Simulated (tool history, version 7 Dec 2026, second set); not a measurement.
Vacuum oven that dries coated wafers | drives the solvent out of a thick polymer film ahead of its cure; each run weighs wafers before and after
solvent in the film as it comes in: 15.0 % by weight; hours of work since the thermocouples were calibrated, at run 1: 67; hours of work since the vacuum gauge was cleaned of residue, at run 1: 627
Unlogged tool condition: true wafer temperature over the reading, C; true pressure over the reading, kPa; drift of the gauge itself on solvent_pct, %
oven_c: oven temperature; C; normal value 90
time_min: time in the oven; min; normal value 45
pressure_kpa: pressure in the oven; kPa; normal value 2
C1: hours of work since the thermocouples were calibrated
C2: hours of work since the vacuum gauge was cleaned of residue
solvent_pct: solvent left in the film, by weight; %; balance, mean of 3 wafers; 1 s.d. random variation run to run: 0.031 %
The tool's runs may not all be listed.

run 1 hour=0 | oven_c=90 time_min=45 pressure_kpa=2 | C1=67 C2=627 | solvent_pct=4.73
run 2 hour=55.6 | oven_c=105 time_min=45 pressure_kpa=2 | C1=108 C2=668 | solvent_pct=2.14
run 3 hour=110.7 | oven_c=105 time_min=45 pressure_kpa=2 | C1=148 C2=709 | solvent_pct=2.16
run 4 hour=151.6 | oven_c=90 time_min=59 pressure_kpa=2 | C1=179 C2=739 | solvent_pct=3.87
run 5 hour=177 | oven_c=90 time_min=59 pressure_kpa=2 | C1=198 C2=758 | solvent_pct=3.92
run 6 hour=213.1 | oven_c=90 time_min=59 pressure_kpa=2 | C1=224 C2=784 | solvent_pct=3.89
run 7 hour=270.5 | oven_c=90 time_min=59 pressure_kpa=2 | C1=267 C2=827 | solvent_pct=3.9
run 8 hour=299 | oven_c=99 time_min=45 pressure_kpa=2 | C1=288 C2=848 | solvent_pct=3.09
run 9 hour=331 | oven_c=99 time_min=45 pressure_kpa=2 | C1=311 C2=871 | solvent_pct=3
run 10 hour=388.9 | oven_c=90 time_min=37 pressure_kpa=2 | C1=354 C2=914 | solvent_pct=5.55
run 11 hour=422.1 | oven_c=90 time_min=37 pressure_kpa=2 | C1=379 C2=939 | solvent_pct=5.53
run 12 hour=475.8 | oven_c=92 time_min=45 pressure_kpa=2 | C1=418 C2=978 | solvent_pct=4.42
run 13 hour=533.5 | oven_c=92 time_min=45 pressure_kpa=2 | C1=461 C2=1021 | solvent_pct=4.42
run 14 hour=585.3 | oven_c=83 time_min=45 pressure_kpa=2 | C1=499 C2=1059 | solvent_pct=6.54
run 15 hour=629.8 | oven_c=83 time_min=45 pressure_kpa=5.65 | C1=532 C2=1092 | solvent_pct=10.26
run 16 hour=688.6 | oven_c=83 time_min=45 pressure_kpa=5.65 | C1=575 C2=1136 | solvent_pct=10.32
run 17 hour=742.8 | oven_c=90 time_min=45 pressure_kpa=2 | C1=616 C2=1176 | solvent_pct=4.88
run 18 hour=799.6 | oven_c=90 time_min=45 pressure_kpa=2 | C1=657 C2=1218 | solvent_pct=4.89
run 19 hour=842.1 | oven_c=90 time_min=45 pressure_kpa=2 | C1=689 C2=1249 | solvent_pct=4.89
run 20 hour=872.2 | oven_c=90 time_min=45 pressure_kpa=2 | C1=711 C2=1271 | solvent_pct=4.95
run 21 hour=920.1 | oven_c=90 time_min=45 pressure_kpa=2 | C1=746 C2=1307 | solvent_pct=4.97
run 22 hour=966.7 | oven_c=90 time_min=45 pressure_kpa=2 | C1=781 C2=1341 | solvent_pct=4.97
run 23 hour=1006.6 | oven_c=90 time_min=45 pressure_kpa=2 | C1=810 C2=1370 | solvent_pct=4.96
run 24 hour=1050.5 | oven_c=90 time_min=45 pressure_kpa=2 | C1=843 C2=1403 | solvent_pct=4.92
-- hour=1071 vacuum gauge cleaned of residue and calibrated
run 25 hour=1113.2 | oven_c=90 time_min=45 pressure_kpa=2 | C1=888 C2=31 | solvent_pct=4.83
run 26 hour=1145.8 | oven_c=75 time_min=62 pressure_kpa=1.44 | C1=912 C2=55 | solvent_pct=6.54
run 27 hour=1205.5 | oven_c=75 time_min=62 pressure_kpa=1.44 | C1=956 C2=99 | solvent_pct=6.6
run 28 hour=1244.3 | oven_c=75 time_min=66 pressure_kpa=1.04 | C1=985 C2=128 | solvent_pct=5.83
-- hour=1251.3 oven's thermocouples calibrated
run 29 hour=1287.4 | oven_c=85 time_min=42 pressure_kpa=2 | C1=27 C2=158 | solvent_pct=6.29
run 30 hour=1347 | oven_c=87 time_min=63 pressure_kpa=1.55 | C1=71 C2=202 | solvent_pct=3.99
run 31 hour=1390 | oven_c=87 time_min=63 pressure_kpa=1.55 | C1=102 C2=234 | solvent_pct=4
-- hour=1405.9 oven's thermocouples calibrated, once more
run 32 hour=1422.6 | oven_c=87 time_min=63 pressure_kpa=1.55 | C1=12 C2=257 | solvent_pct=3.73
run 33 hour=1461.2 | oven_c=87 time_min=27 pressure_kpa=6.38 | C1=41 C2=285 | solvent_pct=10.61
run 34 hour=1513.6 | oven_c=87 time_min=68 pressure_kpa=2.24 | C1=80 C2=324 | solvent_pct=4.25
run 35 hour=1575.3 | oven_c=98 time_min=45 pressure_kpa=1.45 | C1=125 C2=370 | solvent_pct=2.76
run 36 hour=1609.8 | oven_c=90 time_min=45 pressure_kpa=1.91 | C1=151 C2=395 | solvent_pct=4.65
run 37 hour=1636.9 | oven_c=90 time_min=45 pressure_kpa=1.91 | C1=171 C2=415 | solvent_pct=4.61
run 38 hour=1679.2 | oven_c=90 time_min=45 pressure_kpa=1.91 | C1=202 C2=446 | solvent_pct=4.68
run 39 hour=1735.4 | oven_c=90 time_min=45 pressure_kpa=1.91 | C1=243 C2=488 | solvent_pct=4.66
run 40 hour=1787.9 | oven_c=90 time_min=45 pressure_kpa=1.91 | C1=282 C2=527 | solvent_pct=4.71
run 41 hour=1841.7 | oven_c=101 time_min=35 pressure_kpa=3.11 | C1=322 C2=566 | solvent_pct=4.13
run 42 hour=1890.1 | oven_c=92 time_min=79 pressure_kpa=3.11 | C1=358 C2=602 | solvent_pct=3.87
run 43 hour=1930.5 | oven_c=91 time_min=39 pressure_kpa=2 | C1=388 C2=632 | solvent_pct=5.11
run 44 hour=1957.1 | oven_c=90 time_min=37 pressure_kpa=2 | C1=407 C2=652 | solvent_pct=5.5
run 45 hour=2014.3 | oven_c=90 time_min=37 pressure_kpa=2 | C1=449 C2=694 | solvent_pct=5.48
run 46 hour=2062.1 | oven_c=103 time_min=24 pressure_kpa=2 | C1=485 C2=729 | solvent_pct=4.49
run 47 hour=2109.7 | oven_c=103 time_min=24 pressure_kpa=2 | C1=520 C2=764 | solvent_pct=4.54

Branching from run 47: 3 alternative next runs. What would each branch give?
run A hour=2139.5 | oven_c=95 time_min=80 pressure_kpa=4.62 | C1=542 C2=786 | solvent_pct=?
run B hour=2139.5 | oven_c=93 time_min=45 pressure_kpa=7.31 | C1=542 C2=786 | solvent_pct=?
run C hour=2139.5 | oven_c=86 time_min=45 pressure_kpa=2 | C1=542 C2=786 | solvent_pct=?

run=A solvent_pct=4.77
run=B solvent_pct=8.58
run=C solvent_pct=5.76
Take away the tool's hidden state, keep each run's random variation, and the runs would have read:
run=A solvent_pct=4.67
run=B solvent_pct=8.49
run=C solvent_pct=5.65
